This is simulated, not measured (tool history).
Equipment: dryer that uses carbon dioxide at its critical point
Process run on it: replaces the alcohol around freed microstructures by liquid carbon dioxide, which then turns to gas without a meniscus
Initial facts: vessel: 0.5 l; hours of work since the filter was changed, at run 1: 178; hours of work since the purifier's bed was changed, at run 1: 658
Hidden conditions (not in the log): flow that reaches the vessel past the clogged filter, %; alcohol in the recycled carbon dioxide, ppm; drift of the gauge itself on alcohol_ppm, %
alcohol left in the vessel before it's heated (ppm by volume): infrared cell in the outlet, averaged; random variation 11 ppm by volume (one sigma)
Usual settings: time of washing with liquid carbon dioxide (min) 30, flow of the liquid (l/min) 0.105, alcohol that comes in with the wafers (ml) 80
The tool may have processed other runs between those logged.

run   hour  time of washing with liquid carbon dioxide (min)  flow of the liquid (l/min)  alcohol that comes in with the wafers (ml)  hours of work since the filter was changed  hours of work since the purifier's bed was changed  alcohol left in the vessel before it's heated (ppm by volume)
  1      0                                                30                       0.105                                          80                                         178                                                 658                                                            798
  2   69.6                                                30                       0.105                                          80                                         233                                                 714                                                            863
  3  113.8                                                30                       0.105                                          72                                         269                                                 749                                                            808
  4  146.5                                                30                       0.178                                          80                                         295                                                 776                                                             59
  5  209.5                                                30                       0.178                                          80                                         345                                                 826                                                             58
  6  265.3                                                30                       0.178                                          80                                         390                                                 870                                                             66
  7  308.4                                                30                       0.178                                          80                                         424                                                 905                                                             74
     356.2  -- inlet filter changed
  8    378                                                37                       0.105                                          63                                          17                                                 960                                                            180
  9  413.9                                                42                       0.123                                         100                                          46                                                 989                                                             79
 10  456.1                                                42                       0.123                                         100                                          80                                                1022                                                             69
 11  524.4                                                42                       0.123                                         100                                         134                                                1077                                                             74

How the hidden state differs across the entries between the runs, from the last listed run before each to the first after it:
Runs 7 to 8: inlet filter changed (hour 356.2)
  flow that reaches the vessel past the clogged filter, %: 90.6 -> 99.5; alcohol in the recycled carbon dioxide, ppm: 40.4 -> 42.6
  measured value less the no-hidden-state value, alcohol left in the vessel before it's heated (ppm by volume): +54 -> +43
